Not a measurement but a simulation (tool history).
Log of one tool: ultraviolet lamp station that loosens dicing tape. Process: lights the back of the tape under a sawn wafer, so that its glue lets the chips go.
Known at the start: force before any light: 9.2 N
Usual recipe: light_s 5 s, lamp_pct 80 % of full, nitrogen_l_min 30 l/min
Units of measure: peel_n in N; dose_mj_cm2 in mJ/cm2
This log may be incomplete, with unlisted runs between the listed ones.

Run 1, hour 0.0: usual settings. Result: peel_n 0.740 N, dose_mj_cm2 481 mJ/cm2.
Run 2, hour 21.3: usual settings but lamp_pct 70 % of full. Result: peel_n 1.003 N, dose_mj_cm2 417 mJ/cm2.
Run 3, hour 55.9: usual settings but nitrogen_l_min 19 l/min. Result: peel_n 1.076 N, dose_mj_cm2 473 mJ/cm2.
Run 4, hour 95.2: usual settings but light_s 7 s. Result: peel_n 0.342 N, dose_mj_cm2 657 mJ/cm2.
Run 5, hour 119.7: usual settings but light_s 7 s. Result: peel_n 0.342 N, dose_mj_cm2 647 mJ/cm2.
Run 6, hour 142.1: usual settings but light_s 7 s. Result: peel_n 0.355 N, dose_mj_cm2 645 mJ/cm2.
Run 7, hour 170.0: usual settings but light_s 7 s. Result: peel_n 0.365 N, dose_mj_cm2 640 mJ/cm2.
Run 8, hour 200.5: usual settings but light_s 7 s. Result: peel_n 0.375 N, dose_mj_cm2 633 mJ/cm2.
Run 9, hour 241.9: usual settings but light_s 7 s. Result: peel_n 0.390 N, dose_mj_cm2 624 mJ/cm2.
Run 10, hour 286.2: usual settings but light_s 7 s. Result: peel_n 0.402 N, dose_mj_cm2 618 mJ/cm2.
Run 11, hour 318.2: usual settings but lamp_pct 68 % of full. Result: peel_n 1.241 N, dose_mj_cm2 370 mJ/cm2.
At hour 359.2: window cleaned of glue's vapour.
Run 12, hour 359.2: usual settings but lamp_pct 95 % of full. Result: peel_n 0.649 N, dose_mj_cm2 505 mJ/cm2.
At hour 381.3: lamp changed.
Run 13, hour 382.7: usual settings. Result: peel_n 0.556 N, dose_mj_cm2 536 mJ/cm2.
Run 14, hour 409.8: usual settings but nitrogen_l_min 9 l/min. Result: peel_n 1.476 N, dose_mj_cm2 539 mJ/cm2.
Run 15, hour 440.3: usual settings but nitrogen_l_min 9 l/min. Result: peel_n 1.541 N, dose_mj_cm2 526 mJ/cm2.
Run 16, hour 475.6: usual settings but nitrogen_l_min 51 l/min. Result: peel_n 0.402 N, dose_mj_cm2 526 mJ/cm2.
Run 17, hour 503.2: usual settings but nitrogen_l_min 51 l/min. Result: peel_n 0.400 N, dose_mj_cm2 521 mJ/cm2.
Run 18, hour 539.0: usual settings but nitrogen_l_min 31 l/min. Result: peel_n 0.576 N, dose_mj_cm2 525 mJ/cm2.
At hour 570.0: window cleaned of glue's vapour, once more.
Run 19, hour 581.1: usual settings but nitrogen_l_min 31 l/min. Result: peel_n 0.484 N, dose_mj_cm2 566 mJ/cm2.
Run 20, hour 618.1: usual settings but light_s 10 s, lamp_pct 73 % of full, nitrogen_l_min 18 l/min. Result: peel_n 0.179 N, dose_mj_cm2 1025 mJ/cm2.
Run 21, hour 640.0: usual settings but light_s 10 s, lamp_pct 73 % of full, nitrogen_l_min 18 l/min. Result: peel_n 0.191 N, dose_mj_cm2 1022 mJ/cm2.
Run 22, hour 680.4: usual settings but light_s 10 s, lamp_pct 73 % of full, nitrogen_l_min 18 l/min. Result: peel_n 0.191 N, dose_mj_cm2 1012 mJ/cm2.
Run 23, hour 725.3: usual settings but light_s 10 s, lamp_pct 73 % of full, nitrogen_l_min 18 l/min. Result: peel_n 0.205 N, dose_mj_cm2 988 mJ/cm2.
Run 24, hour 765.2: usual settings but lamp_pct 98 % of full, nitrogen_l_min 21 l/min. Result: peel_n 0.476 N, dose_mj_cm2 667 mJ/cm2.
Run 25, hour 809.2: usual settings but lamp_pct 98 % of full, nitrogen_l_min 21 l/min. Result: peel_n 0.469 N, dose_mj_cm2 650 mJ/cm2.
Run 26, hour 853.5: usual settings but lamp_pct 98 % of full, nitrogen_l_min 21 l/min. Result: peel_n 0.504 N, dose_mj_cm2 643 mJ/cm2.
Run 27, hour 875.6: usual settings but nitrogen_l_min 37 l/min. Result: peel_n 0.490 N, dose_mj_cm2 525 mJ/cm2.
Run 28, hour 913.9: usual settings but nitrogen_l_min 39 l/min. Result: peel_n 0.493 N, dose_mj_cm2 514 mJ/cm2.
Run 29, hour 940.9: usual settings but nitrogen_l_min 39 l/min. Result: peel_n 0.507 N, dose_mj_cm2 516 mJ/cm2.
Run 30, hour 983.7: usual settings but light_s 2 s, lamp_pct 70 % of full, nitrogen_l_min 39 l/min. Result: peel_n 3.074 N, dose_mj_cm2 178 mJ/cm2.
Run 31, hour 1016.2: usual settings but light_s 8 s. Result: peel_n 0.219 N, dose_mj_cm2 807 mJ/cm2.
Run 32, hour 1045.7: usual settings but lamp_pct 66 % of full, nitrogen_l_min 16 l/min. Result: peel_n 1.588 N, dose_mj_cm2 411 mJ/cm2.
Run 33, hour 1077.9: usual settings but nitrogen_l_min 11 l/min. Result: peel_n 1.494 N, dose_mj_cm2 492 mJ/cm2.
Run 34, hour 1103.5: usual settings but light_s 4 s, nitrogen_l_min 47 l/min. Result: peel_n 0.820 N, dose_mj_cm2 393 mJ/cm2.
Run 35, hour 1129.1: usual settings but light_s 4 s, lamp_pct 95 % of full, nitrogen_l_min 47 l/min. Result: peel_n 0.581 N, dose_mj_cm2 464 mJ/cm2.
Run 36, hour 1154.1: usual settings but light_s 4 s, lamp_pct 95 % of full, nitrogen_l_min 47 l/min. Result: peel_n 0.575 N, dose_mj_cm2 459 mJ/cm2.

Alternative continuations, all from the tool just after run 36; predict every row:
Run A, hour 1176.3: usual settings but light_s 4 s, lamp_pct 65 % of full, nitrogen_l_min 47 l/min. Result: peel_n ?, dose_mj_cm2 ?.
Run B, hour 1176.3: usual settings but light_s 4 s, lamp_pct 74 % of full, nitrogen_l_min 12 l/min. Result: peel_n ?, dose_mj_cm2 ?.
Run C, hour 1176.3: usual settings but light_s 4 s, lamp_pct 82 % of full, nitrogen_l_min 9 l/min. Result: peel_n ?, dose_mj_cm2 ?.
Run D, hour 1176.3: usual settings but lamp_pct 79 % of full. Result: peel_n ?, dose_mj_cm2 ?.

run  peel_n  dose_mj_cm2
  A   1.327          314
  B   2.298          354
  C   2.411          396
  D   0.750          476
With no hidden state in the tool, these same runs would have given:
run  peel_n  dose_mj_cm2
  A   0.871          387
  B   1.686          437
  C   1.773          489
  D   0.452          587
